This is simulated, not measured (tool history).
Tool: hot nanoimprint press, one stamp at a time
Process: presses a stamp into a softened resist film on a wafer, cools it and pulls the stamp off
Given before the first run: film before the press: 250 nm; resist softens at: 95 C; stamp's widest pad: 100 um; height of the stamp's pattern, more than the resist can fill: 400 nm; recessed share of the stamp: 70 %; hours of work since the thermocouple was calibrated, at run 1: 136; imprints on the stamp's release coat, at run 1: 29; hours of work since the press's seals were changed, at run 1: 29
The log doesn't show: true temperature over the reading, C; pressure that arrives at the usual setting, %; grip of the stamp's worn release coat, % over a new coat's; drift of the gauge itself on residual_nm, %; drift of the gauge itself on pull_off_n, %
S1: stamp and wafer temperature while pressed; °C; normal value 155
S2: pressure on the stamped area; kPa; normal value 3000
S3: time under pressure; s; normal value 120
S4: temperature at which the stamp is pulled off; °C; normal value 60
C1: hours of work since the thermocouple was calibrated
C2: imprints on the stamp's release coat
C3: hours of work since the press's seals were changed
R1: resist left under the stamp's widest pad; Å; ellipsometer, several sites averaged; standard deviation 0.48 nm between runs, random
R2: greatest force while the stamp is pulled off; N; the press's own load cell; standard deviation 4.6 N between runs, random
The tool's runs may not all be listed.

Run 1, hour 0.0: usual settings; C1 136; C2 29; C3 29. Result: R1 1246 Å, R2 219 N.
Run 2, hour 5.6: usual settings but S3 141 s; C1 138; C2 46; C3 32. Result: R1 1177 Å, R2 231 N.
Run 3, hour 11.9: usual settings but S3 141 s, S4 67 °C; C1 141; C2 63; C3 34. Result: R1 1166 Å, R2 183 N.
Run 4, hour 22.1: usual settings but S3 141 s, S4 67 °C; C1 145; C2 92; C3 39. Result: R1 1167 Å, R2 179 N.
Run 5, hour 31.0: usual settings; C1 149; C2 118; C3 42. Result: R1 1238 Å, R2 233 N.
Run 6, hour 38.4: usual settings; C1 152; C2 139; C3 46. Result: R1 1248 Å, R2 227 N.
Run 7, hour 49.9: usual settings; C1 157; C2 172; C3 50. Result: R1 1242 Å, R2 228 N.
Run 8, hour 56.4: usual settings but S4 51 °C; C1 160; C2 190; C3 53. Result: R1 1243 Å, R2 283 N.
Run 9, hour 64.8: usual settings but S4 51 °C; C1 163; C2 214; C3 57. Result: R1 1244 Å, R2 277 N.
Run 10, hour 75.9: usual settings but S4 51 °C; C1 168; C2 246; C3 61. Result: R1 1236 Å, R2 287 N.
Run 11, hour 87.4: usual settings but S4 51 °C; C1 173; C2 279; C3 66. Result: R1 1245 Å, R2 285 N.
Run 12, hour 95.4: usual settings but S1 163 °C; C1 176; C2 301; C3 70. Result: R1 922 Å, R2 231 N.
Run 13, hour 103.8: usual settings but S1 163 °C; C1 180; C2 325; C3 73. Result: R1 921 Å, R2 228 N.
Run 14, hour 115.6: usual settings but S1 161 °C, S2 2990 kPa, S4 49 °C; C1 185; C2 359; C3 78. Result: R1 1000 Å, R2 302 N.
Run 15, hour 121.7: usual settings but S3 137 s; C1 187; C2 377; C3 81. Result: R1 1184 Å, R2 234 N.
Run 16, hour 128.3: usual settings but S1 164 °C, S4 56 °C; C1 190; C2 395; C3 84. Result: R1 888 Å, R2 245 N.
Run 17, hour 135.6: usual settings but S1 167 °C, S3 80 s; C1 193; C2 416; C3 87. Result: R1 948 Å, R2 232 N.
Run 18, hour 143.5: usual settings but S1 167 °C, S3 80 s; C1 197; C2 439; C3 90. Result: R1 944 Å, R2 221 N.
Run 19, hour 149.8: usual settings but S2 2860 kPa, S4 66 °C; C1 199; C2 457; C3 93. Result: R1 1271 Å, R2 190 N.
Run 20, hour 157.5: usual settings but S2 2860 kPa, S4 66 °C; C1 203; C2 479; C3 96. Result: R1 1260 Å, R2 187 N.
Run 21, hour 166.0: usual settings but S1 167 °C, S2 2710 kPa, S4 47 °C; C1 206; C2 503; C3 100. Result: R1 834 Å, R2 317 N.
Run 22, hour 174.7: usual settings but S1 151 °C, S2 2660 kPa; C1 210; C2 528; C3 103. Result: R1 1487 Å, R2 227 N.
Run 23, hour 186.4: usual settings but S1 151 °C, S2 2660 kPa; C1 215; C2 561; C3 108. Result: R1 1495 Å, R2 227 N.
Run 24, hour 194.8: usual settings but S1 162 °C, S2 2660 kPa, S4 50 °C; C1 218; C2 585; C3 112. Result: R1 1012 Å, R2 301 N.
Run 25, hour 201.9: usual settings but S1 143 °C, S4 46 °C; C1 221; C2 605; C3 115. Result: R1 1846 Å, R2 316 N.

Each row is a separate what-if for the run after 25, all from the same tool condition, not one after another. Results?
Run A, hour 211.6: usual settings but S1 143 °C, S2 3260 kPa, S3 63 s, S4 67 °C; C1 226; C2 633; C3 119. Result: R1 ?, R2 ?.
Run B, hour 211.6: usual settings but S1 144 °C; C1 226; C2 633; C3 119. Result: R1 ?, R2 ?.
Run C, hour 211.6: usual settings but S1 143 °C, S2 4490 kPa; C1 226; C2 633; C3 119. Result: R1 ?, R2 ?.
Run D, hour 211.6: usual settings but S1 143 °C, S2 2370 kPa, S4 47 °C; C1 226; C2 633; C3 119. Result: R1 ?, R2 ?.

run    R1   R2
  A  2074  182
  B  1809  238
  C  1664  235
  D  1944  305
With the hidden condition removed and each run's random variation left untouched, the same runs would have given:
run    R1   R2
  A  2075  180
  B  1811  235
  C  1665  232
  D  1945  301

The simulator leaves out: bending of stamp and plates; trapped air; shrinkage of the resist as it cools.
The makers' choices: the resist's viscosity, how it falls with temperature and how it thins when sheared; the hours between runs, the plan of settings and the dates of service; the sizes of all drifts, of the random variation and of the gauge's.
